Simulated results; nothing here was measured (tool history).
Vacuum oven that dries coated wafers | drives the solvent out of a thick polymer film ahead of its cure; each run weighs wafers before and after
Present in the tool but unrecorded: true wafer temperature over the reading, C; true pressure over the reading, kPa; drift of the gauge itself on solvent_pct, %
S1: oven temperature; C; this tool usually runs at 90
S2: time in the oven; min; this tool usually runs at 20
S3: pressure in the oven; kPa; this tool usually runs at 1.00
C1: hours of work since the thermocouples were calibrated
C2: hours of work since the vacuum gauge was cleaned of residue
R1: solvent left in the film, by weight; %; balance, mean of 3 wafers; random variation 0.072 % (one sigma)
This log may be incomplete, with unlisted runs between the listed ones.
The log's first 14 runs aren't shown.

run	hour	S1	S2	S3	C1	C2	R1
15	169.7	90	20	1.00	360	473	5.35
16	181.9	90	20	1.00	367	480	5.24
17	189.3	90	15	1.00	372	485	7.07
18	202.1	90	15	1.00	380	493	7.06
19	215.1	83	35	1.16	388	501	5.07
20	229.0	83	35	1.16	396	509	5.10
21	237.6	90	20	0.97	401	514	5.42
22	255.2	90	20	0.97	412	525	5.21
23	263.7	98	22	0.70	417	530	1.81
24	280.6	93	23	0.68	428	541	3.00
25	290.3	79	20	2.04	434	547	11.18
26	298.1	76	25	3.78	438	551	12.66
27	310.6	100	16	1.48	446	559	2.99
28	324.1	79	28	3.98	454	567	10.64
29	337.6	79	28	3.98	463	575	10.90
30	351.3	79	28	1.06	471	584	8.51
31	365.7	79	28	1.06	480	593	8.23
32	373.0	95	20	1.56	484	597	3.58
33	380.9	84	18	1.03	489	602	8.83
34	392.3	84	18	1.03	496	609	8.85

Each row is a separate what-if for the run after 34, all from the same tool condition, not one after another. Results?
A	404.5	84	34	1.03	504	616	?
B	404.5	84	10	1.03	504	616	?
C	404.5	103	18	0.73	504	616	?
D	404.5	94	18	2.34	504	616	?

run	R1
A	4.85
B	12.25
C	1.48
D	5.09
Without the tool's unlogged condition, the same runs would have read:
run	R1
A	4.67
B	12.17
C	1.37
D	4.98
